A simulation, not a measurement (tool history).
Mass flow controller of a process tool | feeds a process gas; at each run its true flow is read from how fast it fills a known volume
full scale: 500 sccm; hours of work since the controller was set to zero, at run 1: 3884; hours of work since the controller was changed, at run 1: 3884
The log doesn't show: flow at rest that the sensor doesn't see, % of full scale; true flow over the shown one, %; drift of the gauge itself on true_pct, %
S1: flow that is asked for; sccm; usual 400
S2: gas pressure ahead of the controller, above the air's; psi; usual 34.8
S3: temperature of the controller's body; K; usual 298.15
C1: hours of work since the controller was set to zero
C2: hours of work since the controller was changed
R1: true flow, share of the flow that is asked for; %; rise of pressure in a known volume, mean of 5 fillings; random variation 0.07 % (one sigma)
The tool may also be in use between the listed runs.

| run | hour | S1 | S2 | S3 | C1 | C2 | R1 |
|---|---|---|---|---|---|---|---|
| 1 | 0 | 400 | 34.8 | 298.15 | 3884 | 3884 | 99.44 |
| 2 | 437.9 | 400 | 34.8 | 298.15 | 4198 | 4198 | 99.33 |
| 3 | 848.8 | 400 | 34.8 | 298.15 | 4493 | 4493 | 99.44 |
| 4 | 1287.5 | 265 | 34.8 | 298.15 | 4808 | 4808 | 98.6 |
| 5 | 1596.8 | 265 | 39.5 | 298.15 | 5030 | 5030 | 98.47 |
| 6 | 1883 | 456 | 39.5 | 298.15 | 5235 | 5235 | 99.85 |
| 7 | 2203.4 | 456 | 39.5 | 298.15 | 5465 | 5465 | 99.79 |
| 8 | 2483.6 | 400 | 34.8 | 305.15 | 5666 | 5666 | 100.01 |
| 9 | 2891.3 | 400 | 34.8 | 305.15 | 5959 | 5959 | 100.13 |
| 10 | 3118.9 | 400 | 34.8 | 305.15 | 6122 | 6122 | 100.12 |
|  | 3426 | controller's zero set anew |
| 11 | 3573.1 | 400 | 34.8 | 305.15 | 106 | 6448 | 100.1 |
| 12 | 3897.6 | 191 | 32.3 | 310.15 | 338 | 6681 | 99.07 |
| 13 | 4220.1 | 191 | 32.3 | 310.15 | 570 | 6912 | 99.17 |
| 14 | 4446.5 | 234 | 34.8 | 298.15 | 732 | 7075 | 98.34 |
| 15 | 4700.9 | 227 | 33.6 | 304.15 | 915 | 7258 | 98.82 |
| 16 | 5065 | 359 | 31.5 | 312.15 | 1176 | 7519 | 100.56 |
| 17 | 5452.1 | 97 | 31.5 | 312.15 | 1454 | 7797 | 98.58 |
| 18 | 5905.1 | 97 | 24.4 | 300.15 | 1780 | 8122 | 97.48 |

Forecast each of these 5 alternatives for the next run:
| A | 6201.8 | 234 | 39 | 300.15 | 1992 | 8335 | ? |
| B | 6201.8 | 97 | 24.4 | 296.15 | 1992 | 8335 | ? |
| C | 6201.8 | 67 | 26.8 | 298.15 | 1992 | 8335 | ? |
| D | 6201.8 | 400 | 34.8 | 296.15 | 1992 | 8335 | ? |
| E | 6201.8 | 400 | 22.8 | 298.15 | 1992 | 8335 | ? |

| run | R1 |
|---|---|
| A | 98.5 |
| B | 97.14 |
| C | 97.25 |
| D | 99.25 |
| E | 99.3 |
Without the tool's hidden state the same runs would have given:
| run | R1 |
|---|---|
| A | 98.49 |
| B | 97.13 |
| C | 97.24 |
| D | 99.24 |
| E | 99.29 |

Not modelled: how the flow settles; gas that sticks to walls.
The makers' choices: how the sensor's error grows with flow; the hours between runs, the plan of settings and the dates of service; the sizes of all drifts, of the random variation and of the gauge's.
